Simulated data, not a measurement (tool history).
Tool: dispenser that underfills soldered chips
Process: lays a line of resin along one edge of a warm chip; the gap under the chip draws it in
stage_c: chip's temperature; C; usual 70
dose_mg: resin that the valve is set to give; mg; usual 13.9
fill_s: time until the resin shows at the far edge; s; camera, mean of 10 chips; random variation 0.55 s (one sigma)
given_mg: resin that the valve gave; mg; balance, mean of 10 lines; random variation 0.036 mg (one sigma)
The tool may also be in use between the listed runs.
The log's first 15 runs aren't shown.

run	hour	stage_c	dose_mg	hours of work since the syringe was changed	hours of work since the valve was cleaned	hours of work since the stage was calibrated	fill_s	given_mg
# hour 58.0: dispensing valve cleaned and set on the balance
16	58.3	70	13.9	8	0	52	83.4	13.92
17	61.1	70	13.9	10	2	54	95.9	13.81
# hour 61.8: new syringe of resin
18	65.7	59	13.9	3	5	57	94.2	13.88
19	69.2	66	12.4	5	7	59	86.9	12.28
20	73.3	67	15.9	8	10	62	97.1	15.80
# hour 76.4: new syringe of resin
21	76.4	67	15.9	0	12	64	52.2	15.75
22	80.7	69	13.9	3	15	67	60.8	13.78
23	84.9	69	13.9	6	18	70	76.2	13.80
24	88.9	74	17.6	9	21	72	73.1	17.46
# hour 91.1: new syringe of resin
25	93.6	74	17.6	2	24	75	43.7	17.44
26	95.9	58	14.3	3	25	77	102.1	14.10
27	98.6	67	12.2	5	27	79	80.6	12.04
28	100.5	61	14.7	6	28	80	112.9	14.50
29	105.1	61	14.7	10	32	83	141.6	14.53
# hour 105.8: new syringe of resin
30	110.1	55	13.9	3	35	87	115.7	13.70
31	112.1	70	12.6	4	36	88	67.5	12.44
32	114.3	70	12.6	6	38	89	76.8	12.40
33	118.6	67	12.7	9	41	92	108.9	12.41
# hour 120.4: new syringe of resin
34	122.1	78	17.7	1	43	95	35.1	17.33
35	126.1	78	17.7	4	46	97	44.0	17.39
36	128.1	83	17.2	5	47	99	38.3	16.84

Forecast each of these 4 alternatives for the next run:
A	131.7	83	14.5	8	49	101	?	?
B	131.7	57	12.6	8	49	101	?	?
C	131.7	67	12.9	8	49	101	?	?
D	131.7	58	13.1	8	49	101	?	?

run	fill_s	given_mg
A	48.0	14.16
B	156.3	12.32
C	98.0	12.66
D	146.4	12.89
Without the tool's hidden state the same runs would have given:
run	fill_s	given_mg
A	26.0	14.45
B	84.6	12.57
C	52.8	12.92
D	79.1	13.15

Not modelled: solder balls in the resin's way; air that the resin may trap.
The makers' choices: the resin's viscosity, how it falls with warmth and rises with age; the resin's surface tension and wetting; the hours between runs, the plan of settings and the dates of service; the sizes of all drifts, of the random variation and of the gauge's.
